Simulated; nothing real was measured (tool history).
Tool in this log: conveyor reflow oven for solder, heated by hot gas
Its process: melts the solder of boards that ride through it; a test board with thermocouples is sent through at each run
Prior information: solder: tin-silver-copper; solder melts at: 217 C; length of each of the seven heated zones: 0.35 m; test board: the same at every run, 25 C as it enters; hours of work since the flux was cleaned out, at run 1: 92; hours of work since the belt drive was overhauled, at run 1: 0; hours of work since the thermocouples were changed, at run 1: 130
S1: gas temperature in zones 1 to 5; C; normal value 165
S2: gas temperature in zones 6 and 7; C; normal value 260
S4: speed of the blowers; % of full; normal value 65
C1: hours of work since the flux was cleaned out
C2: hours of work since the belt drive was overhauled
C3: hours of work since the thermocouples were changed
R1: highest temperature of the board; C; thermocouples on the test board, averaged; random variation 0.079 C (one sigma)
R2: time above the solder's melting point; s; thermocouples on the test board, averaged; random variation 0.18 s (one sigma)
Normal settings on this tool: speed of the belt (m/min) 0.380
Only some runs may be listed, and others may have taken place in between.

run 1 hour=0.0 | S1=165 S2=260 speed_of_the_belt_(m/min)=0.380 S4=65 | C1=92 C2=0 C3=130 | R1=248.52 R2=76.5
run 2 hour=60.3 | S1=165 S2=260 speed_of_the_belt_(m/min)=0.380 S4=74 | C1=120 C2=29 C3=159 | R1=250.12 R2=79.5
run 3 hour=93.5 | S1=165 S2=260 speed_of_the_belt_(m/min)=0.380 S4=74 | C1=136 C2=44 C3=174 | R1=250.12 R2=79.8
run 4 hour=124.3 | S1=165 S2=260 speed_of_the_belt_(m/min)=0.380 S4=65 | C1=151 C2=59 C3=189 | R1=248.28 R2=76.4
run 5 hour=169.0 | S1=165 S2=260 speed_of_the_belt_(m/min)=0.380 S4=65 | C1=172 C2=80 C3=210 | R1=248.40 R2=76.2
run 6 hour=206.2 | S1=165 S2=260 speed_of_the_belt_(m/min)=0.380 S4=65 | C1=190 C2=98 C3=228 | R1=248.27 R2=76.7
-- hour=220.1 flux residue cleaned out of gas plates and filters
run 7 hour=264.6 | S1=165 S2=260 speed_of_the_belt_(m/min)=0.380 S4=65 | C1=21 C2=123 C3=253 | R1=249.09 R2=77.8
run 8 hour=314.6 | S1=165 S2=260 speed_of_the_belt_(m/min)=0.380 S4=65 | C1=45 C2=147 C3=277 | R1=249.15 R2=78.1
run 9 hour=341.6 | S1=165 S2=260 speed_of_the_belt_(m/min)=0.380 S4=65 | C1=58 C2=160 C3=290 | R1=249.11 R2=77.7
run 10 hour=373.0 | S1=165 S2=263 speed_of_the_belt_(m/min)=0.380 S4=65 | C1=73 C2=175 C3=305 | R1=251.81 R2=80.8
run 11 hour=424.8 | S1=165 S2=260 speed_of_the_belt_(m/min)=0.380 S4=65 | C1=97 C2=199 C3=329 | R1=249.08 R2=77.7
run 12 hour=458.5 | S1=165 S2=260 speed_of_the_belt_(m/min)=0.380 S4=65 | C1=113 C2=215 C3=345 | R1=248.97 R2=77.7
run 13 hour=487.1 | S1=165 S2=260 speed_of_the_belt_(m/min)=0.380 S4=65 | C1=127 C2=229 C3=359 | R1=248.88 R2=77.6
run 14 hour=513.8 | S1=165 S2=260 speed_of_the_belt_(m/min)=0.380 S4=65 | C1=139 C2=241 C3=371 | R1=248.84 R2=77.5
run 15 hour=552.6 | S1=165 S2=260 speed_of_the_belt_(m/min)=0.380 S4=65 | C1=158 C2=260 C3=390 | R1=248.83 R2=77.6
run 16 hour=584.0 | S1=165 S2=260 speed_of_the_belt_(m/min)=0.380 S4=65 | C1=173 C2=275 C3=405 | R1=248.88 R2=77.5
-- hour=634.5 flux residue cleaned out of gas plates and filters
run 17 hour=639.4 | S1=175 S2=249 speed_of_the_belt_(m/min)=0.398 S4=82 | C1=2 C2=299 C3=429 | R1=242.63 R2=74.1
run 18 hour=674.4 | S1=176 S2=249 speed_of_the_belt_(m/min)=0.301 S4=82 | C1=19 C2=315 C3=445 | R1=246.37 R2=110.4
run 19 hour=722.1 | S1=174 S2=266 speed_of_the_belt_(m/min)=0.380 S4=65 | C1=42 C2=338 C3=468 | R1=256.15 R2=89.5
-- hour=730.2 belt drive overhauled, speed set with a stopwatch
run 20 hour=769.4 | S1=174 S2=266 speed_of_the_belt_(m/min)=0.380 S4=65 | C1=62 C2=19 C3=488 | R1=256.35 R2=89.6
run 21 hour=809.9 | S1=170 S2=266 speed_of_the_belt_(m/min)=0.380 S4=67 | C1=81 C2=38 C3=508 | R1=256.27 R2=87.5
run 22 hour=863.7 | S1=165 S2=270 speed_of_the_belt_(m/min)=0.380 S4=65 | C1=107 C2=63 C3=533 | R1=258.65 R2=87.7
run 23 hour=917.3 | S1=165 S2=270 speed_of_the_belt_(m/min)=0.319 S4=57 | C1=132 C2=89 C3=559 | R1=261.65 R2=109.0

The next listed run, before its measurement:
-- hour=958.7 belt drive overhauled, speed set with a stopwatch, once more
run 24 hour=958.7 | S1=165 S2=264 speed_of_the_belt_(m/min)=0.380 S4=65 | C1=150 C2=0 C3=576 | R1=? R2=?

Logged for run 24: R1 252.65 C, R2 80.6 s.
On a tool with no hidden condition, and with the same random variation, this run would have come out at R1 252.38 C, R2 80.7 s.

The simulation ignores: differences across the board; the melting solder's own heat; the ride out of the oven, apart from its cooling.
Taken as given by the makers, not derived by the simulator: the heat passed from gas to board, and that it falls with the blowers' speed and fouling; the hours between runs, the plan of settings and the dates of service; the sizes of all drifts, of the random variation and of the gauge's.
